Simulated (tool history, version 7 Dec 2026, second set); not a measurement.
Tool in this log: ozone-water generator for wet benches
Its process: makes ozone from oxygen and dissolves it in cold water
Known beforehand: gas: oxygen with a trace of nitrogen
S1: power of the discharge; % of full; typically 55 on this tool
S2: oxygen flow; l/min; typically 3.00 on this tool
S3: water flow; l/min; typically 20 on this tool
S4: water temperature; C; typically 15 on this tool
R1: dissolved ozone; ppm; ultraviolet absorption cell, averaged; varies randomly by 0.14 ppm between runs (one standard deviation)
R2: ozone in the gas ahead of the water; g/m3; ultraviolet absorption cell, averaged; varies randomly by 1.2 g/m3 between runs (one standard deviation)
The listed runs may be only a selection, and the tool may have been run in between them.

run	day	S1	S2	S3	S4	R1	R2
1	0.000	55	3.00	20	15	17.4	219.1
2	2.700	55	3.00	20	15	17.4	218.7
3	6.758	55	3.00	20	15	17.4	219.4
4	11.046	55	3.00	20	15	17.4	218.4
5	13.192	55	3.00	20	7	18.5	220.7
6	16.308	55	4.87	20	15	20.0	184.7
7	19.400	48	3.00	20	15	15.9	201.3
8	21.608	55	3.00	15	15	22.5	218.3
9	23.754	55	3.00	15	15	22.5	217.5
10	27.333	55	3.00	15	15	22.3	220.4
11	31.579	55	3.00	15	15	22.3	216.8
12	35.388	55	3.00	20	15	17.6	218.1
13	39.767	55	3.00	19	15	18.3	220.5
14	43.529	55	3.00	19	15	18.3	220.6
15	45.317	55	3.00	19	15	18.1	221.5
16	47.767	55	3.00	20	15	17.6	220.0
17	49.875	49	2.01	26	7	10.9	236.2
18	53.800	43	2.44	26	9	11.1	203.3
19	57.967	43	2.44	26	9	11.0	203.8
20	61.642	65	2.44	25	9	15.2	264.1
21	63.808	65	2.44	25	9	14.8	261.2
22	66.621	43	2.44	25	9	11.5	203.7
23	68.642	43	3.41	25	9	13.2	182.5
24	72.933	43	3.41	25	12	12.9	180.8
25	75.183	43	3.41	25	12	13.1	180.8
26	79.029	88	2.45	21	11	21.3	314.5
27	82.733	54	3.00	19	9	19.2	218.1
28	86.375	54	3.66	23	12	16.7	201.3
29	88.392	92	3.00	20	15	24.0	298.1
30	91.396	92	2.63	20	15	22.7	316.3
31	93.879	92	2.63	20	15	22.7	314.0
32	96.950	82	3.54	20	15	23.5	264.5

Missing from the log above: 1 entry noted between runs. For each, name the pair of listed runs it sits between and say how the tool's hidden condition differs from the listed run just before to the listed run just after:
Logged between run 2 and run 3: water thermometer calibrated (day 4.954)
  both runs share identical hidden conditions
